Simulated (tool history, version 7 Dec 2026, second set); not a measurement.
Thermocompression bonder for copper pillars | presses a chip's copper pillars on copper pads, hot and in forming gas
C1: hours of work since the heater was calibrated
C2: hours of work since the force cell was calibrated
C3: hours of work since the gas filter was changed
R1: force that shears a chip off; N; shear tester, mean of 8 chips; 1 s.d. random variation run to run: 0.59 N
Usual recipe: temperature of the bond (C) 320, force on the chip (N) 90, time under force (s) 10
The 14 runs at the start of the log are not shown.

Run 15, day 33.979: usual settings; C1 825; C2 133; C3 374. Result: R1 30.1 N.
At day 34.871: forming gas filter changed.
Run 16, day 35.854: usual settings; C1 857; C2 164; C3 17. Result: R1 33.9 N.
Run 17, day 37.350: usual settings; C1 882; C2 189; C3 42. Result: R1 33.2 N.
Run 18, day 40.158: usual settings but time under force (s) 18; C1 929; C2 236; C3 89. Result: R1 39.5 N.
At day 41.138: heater calibrated with a thermocouple chip.
Run 19, day 43.450: usual settings; C1 39; C2 290; C3 143. Result: R1 29.8 N.
Run 20, day 45.054: usual settings; C1 66; C2 317; C3 170. Result: R1 30.8 N.
Run 21, day 47.433: usual settings but temperature of the bond (C) 309, time under force (s) 13; C1 106; C2 357; C3 209. Result: R1 28.7 N.
Run 22, day 50.004: usual settings but temperature of the bond (C) 317, force on the chip (N) 69, time under force (s) 12; C1 149; C2 400; C3 253. Result: R1 21.8 N.
Run 23, day 53.450: usual settings but temperature of the bond (C) 294, force on the chip (N) 69, time under force (s) 18; C1 207; C2 458; C3 310. Result: R1 17.8 N.
Run 24, day 56.671: usual settings but force on the chip (N) 70, time under force (s) 14; C1 261; C2 512; C3 365. Result: R1 24.5 N.
At day 58.229: forming gas filter changed.
Run 25, day 58.554: usual settings but temperature of the bond (C) 326, force on the chip (N) 112; C1 292; C2 543; C3 5. Result: R1 41.1 N.
Run 26, day 60.462: usual settings but temperature of the bond (C) 326, force on the chip (N) 58, time under force (s) 28; C1 324; C2 575; C3 37. Result: R1 30.1 N.
Run 27, day 63.604: usual settings but temperature of the bond (C) 326, force on the chip (N) 58, time under force (s) 28; C1 377; C2 628; C3 90. Result: R1 29.7 N.
Run 28, day 67.162: usual settings but temperature of the bond (C) 313, force on the chip (N) 60, time under force (s) 11; C1 437; C2 688; C3 150. Result: R1 17.4 N.
Run 29, day 70.021: usual settings but temperature of the bond (C) 331, time under force (s) 9; C1 484; C2 736; C3 198. Result: R1 31.2 N.
Run 30, day 71.779: usual settings but force on the chip (N) 117, time under force (s) 6; C1 514; C2 765; C3 227. Result: R1 31.5 N.
Run 31, day 75.317: usual settings but temperature of the bond (C) 294, force on the chip (N) 130; C1 573; C2 824; C3 287. Result: R1 30.2 N.
Run 32, day 77.625: usual settings but temperature of the bond (C) 327, force on the chip (N) 100; C1 612; C2 863; C3 325. Result: R1 34.3 N.
At day 78.112: force cell calibrated.
Run 33, day 81.200: usual settings but temperature of the bond (C) 345, force on the chip (N) 78, time under force (s) 5; C1 671; C2 52; C3 384. Result: R1 25.7 N.
At day 81.446: forming gas filter changed.
Run 34, day 82.962: usual settings but temperature of the bond (C) 345, force on the chip (N) 99, time under force (s) 5; C1 700; C2 81; C3 25. Result: R1 38.5 N.
Run 35, day 86.358: usual settings but temperature of the bond (C) 350, force on the chip (N) 121, time under force (s) 5; C1 757; C2 138; C3 82. Result: R1 47.3 N.
Run 36, day 89.921: usual settings but temperature of the bond (C) 350, force on the chip (N) 121, time under force (s) 5; C1 817; C2 198; C3 142. Result: R1 46.1 N.
Run 37, day 93.546: usual settings but temperature of the bond (C) 321; C1 878; C2 259; C3 203. Result: R1 30.6 N.
Run 38, day 96.279: usual settings but temperature of the bond (C) 321; C1 924; C2 305; C3 249. Result: R1 31.4 N.
At day 97.525: heater calibrated with a thermocouple chip.
Run 39, day 99.612: usual settings but temperature of the bond (C) 314, force on the chip (N) 79, time under force (s) 12; C1 35; C2 359; C3 304. Result: R1 24.1 N.

3 options for the next run, each taken on its own from the tool as it stands now. Forecast them:
Run A, day 102.371: usual settings but force on the chip (N) 71; C1 81; C2 405; C3 350. Result: R1 ?.
Run B, day 102.371: usual settings but force on the chip (N) 60; C1 81; C2 405; C3 350. Result: R1 ?.
Run C, day 102.371: usual settings but time under force (s) 21; C1 81; C2 405; C3 350. Result: R1 ?.

run    R1
  A  20.9
  B  17.4
  C  35.6
Had the tool no hidden state, the same runs would have come out as:
run    R1
  A  23.7
  B  19.7
  C  40.2
